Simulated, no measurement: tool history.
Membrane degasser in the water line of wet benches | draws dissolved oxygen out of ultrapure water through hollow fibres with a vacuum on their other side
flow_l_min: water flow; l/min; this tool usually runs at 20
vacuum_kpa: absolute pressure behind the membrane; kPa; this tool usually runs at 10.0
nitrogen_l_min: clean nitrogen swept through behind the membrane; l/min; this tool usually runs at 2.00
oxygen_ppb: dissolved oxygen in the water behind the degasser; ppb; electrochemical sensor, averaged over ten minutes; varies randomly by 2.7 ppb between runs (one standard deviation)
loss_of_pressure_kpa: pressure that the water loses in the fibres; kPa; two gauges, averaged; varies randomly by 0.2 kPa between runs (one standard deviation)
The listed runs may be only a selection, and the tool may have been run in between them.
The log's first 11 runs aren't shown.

Run 12, day 32.812: usual settings. Result: oxygen_ppb 279.5 ppb, loss_of_pressure_kpa 42.14 kPa.
Run 13, day 35.250: usual settings but vacuum_kpa 14.3 kPa. Result: oxygen_ppb 373.0 ppb, loss_of_pressure_kpa 41.73 kPa.
Run 14, day 37.071: usual settings but flow_l_min 27 l/min. Result: oxygen_ppb 443.9 ppb, loss_of_pressure_kpa 57.22 kPa.
Run 15, day 39.500: usual settings but flow_l_min 27 l/min. Result: oxygen_ppb 436.3 ppb, loss_of_pressure_kpa 57.02 kPa.
Run 16, day 42.283: usual settings but flow_l_min 27 l/min. Result: oxygen_ppb 440.5 ppb, loss_of_pressure_kpa 57.21 kPa.
Run 17, day 44.867: usual settings but flow_l_min 30 l/min, vacuum_kpa 23.7 kPa. Result: oxygen_ppb 896.0 ppb, loss_of_pressure_kpa 63.30 kPa.
Run 18, day 47.625: usual settings but flow_l_min 30 l/min, vacuum_kpa 23.7 kPa, nitrogen_l_min 1.72 l/min. Result: oxygen_ppb 992.3 ppb, loss_of_pressure_kpa 63.46 kPa.
Run 19, day 51.200: usual settings but nitrogen_l_min 0.94 l/min. Result: oxygen_ppb 424.9 ppb, loss_of_pressure_kpa 42.36 kPa.
Run 20, day 52.950: usual settings but vacuum_kpa 9.4 kPa, nitrogen_l_min 1.86 l/min. Result: oxygen_ppb 276.9 ppb, loss_of_pressure_kpa 42.67 kPa.
Run 21, day 55.304: usual settings but vacuum_kpa 9.4 kPa, nitrogen_l_min 1.86 l/min. Result: oxygen_ppb 274.7 ppb, loss_of_pressure_kpa 42.13 kPa.
Run 22, day 57.971: usual settings but flow_l_min 18 l/min, vacuum_kpa 6.1 kPa, nitrogen_l_min 1.55 l/min. Result: oxygen_ppb 171.7 ppb, loss_of_pressure_kpa 38.19 kPa.
Run 23, day 60.921: usual settings but vacuum_kpa 13.1 kPa, nitrogen_l_min 2.93 l/min. Result: oxygen_ppb 278.5 ppb, loss_of_pressure_kpa 42.29 kPa.
Run 24, day 63.900: usual settings but vacuum_kpa 13.1 kPa, nitrogen_l_min 2.69 l/min. Result: oxygen_ppb 292.5 ppb, loss_of_pressure_kpa 42.79 kPa.
Run 25, day 65.925: usual settings but flow_l_min 21 l/min, vacuum_kpa 8.6 kPa, nitrogen_l_min 1.61 l/min. Result: oxygen_ppb 292.6 ppb, loss_of_pressure_kpa 44.29 kPa.
Run 26, day 67.596: usual settings but flow_l_min 31 l/min, vacuum_kpa 7.7 kPa, nitrogen_l_min 3.03 l/min. Result: oxygen_ppb 419.5 ppb, loss_of_pressure_kpa 65.58 kPa.
Run 27, day 70.221: usual settings but flow_l_min 31 l/min, vacuum_kpa 11.8 kPa, nitrogen_l_min 4.49 l/min. Result: oxygen_ppb 454.1 ppb, loss_of_pressure_kpa 66.57 kPa.
Run 28, day 73.621: usual settings but flow_l_min 31 l/min, vacuum_kpa 11.8 kPa, nitrogen_l_min 4.49 l/min. Result: oxygen_ppb 451.0 ppb, loss_of_pressure_kpa 65.98 kPa.
At day 74.229: vacuum gauge calibrated.
Run 29, day 76.462: usual settings but flow_l_min 17 l/min, vacuum_kpa 16.4 kPa, nitrogen_l_min 1.68 l/min. Result: oxygen_ppb 385.4 ppb, loss_of_pressure_kpa 36.04 kPa.
Run 30, day 79.833: usual settings but flow_l_min 24 l/min, vacuum_kpa 9.2 kPa, nitrogen_l_min 1.61 l/min. Result: oxygen_ppb 385.2 ppb, loss_of_pressure_kpa 51.14 kPa.

What will run 31 give?
Run 31, day 82.229: usual settings but flow_l_min 18 l/min, vacuum_kpa 9.2 kPa, nitrogen_l_min 1.61 l/min. Result: oxygen_ppb ?, loss_of_pressure_kpa ?.

{"run 31": {"oxygen_ppb": 247.1, "loss_of_pressure_kpa": 37.99}}
The same run, on a tool lacking any hidden state, would have yielded oxygen_ppb 238.3 ppb, loss_of_pressure_kpa 37.39 kPa.
